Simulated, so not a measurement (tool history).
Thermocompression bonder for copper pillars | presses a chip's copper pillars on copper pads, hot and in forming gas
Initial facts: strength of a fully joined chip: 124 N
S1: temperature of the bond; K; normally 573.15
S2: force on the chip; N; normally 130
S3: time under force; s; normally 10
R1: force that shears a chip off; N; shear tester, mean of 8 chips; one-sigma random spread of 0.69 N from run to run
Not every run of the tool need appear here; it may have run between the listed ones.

Run 1, hour 0.0: usual settings. Result: R1 46.0 N.
Run 2, hour 54.5: usual settings. Result: R1 46.0 N.
Run 3, hour 92.4: usual settings. Result: R1 44.7 N.
At hour 138.7: forming gas filter changed.
Run 4, hour 149.9: usual settings. Result: R1 49.2 N.
Run 5, hour 206.8: usual settings. Result: R1 47.5 N.
Run 6, hour 272.1: usual settings. Result: R1 47.5 N.
Run 7, hour 327.1: usual settings but S1 575.15 K, S2 124 N, S3 8 s. Result: R1 40.3 N.
Run 8, hour 364.5: usual settings but S1 575.15 K, S2 124 N, S3 8 s. Result: R1 39.5 N.
Run 9, hour 411.8: usual settings but S1 575.15 K, S2 124 N, S3 15 s. Result: R1 52.3 N.
At hour 450.6: forming gas filter changed.
Run 10, hour 481.8: usual settings but S1 575.15 K, S2 124 N, S3 15 s. Result: R1 53.9 N.
Run 11, hour 536.8: usual settings but S1 575.15 K, S2 124 N, S3 15 s. Result: R1 55.0 N.
Run 12, hour 618.0: usual settings but S1 551.15 K. Result: R1 31.7 N.

5 options for the next run, each taken on its own from the tool as it stands now. Forecast them:
Run A, hour 660.5: usual settings but S3 19 s. Result: R1 ?.
Run B, hour 660.5: usual settings but S1 564.15 K. Result: R1 ?.
Run C, hour 660.5: usual settings but S1 551.15 K. Result: R1 ?.
Run D, hour 660.5: usual settings but S1 551.15 K, S2 96 N, S3 30 s. Result: R1 ?.
Run E, hour 660.5: usual settings but S1 551.15 K, S3 24 s. Result: R1 ?.

run    R1
  A  57.3
  B  40.1
  C  31.5
  D  37.2
  E  45.4
Take away the tool's hidden state, keep each run's random variation, and the runs would have read:
run    R1
  A  61.3
  B  42.8
  C  33.6
  D  39.5
  E  48.4
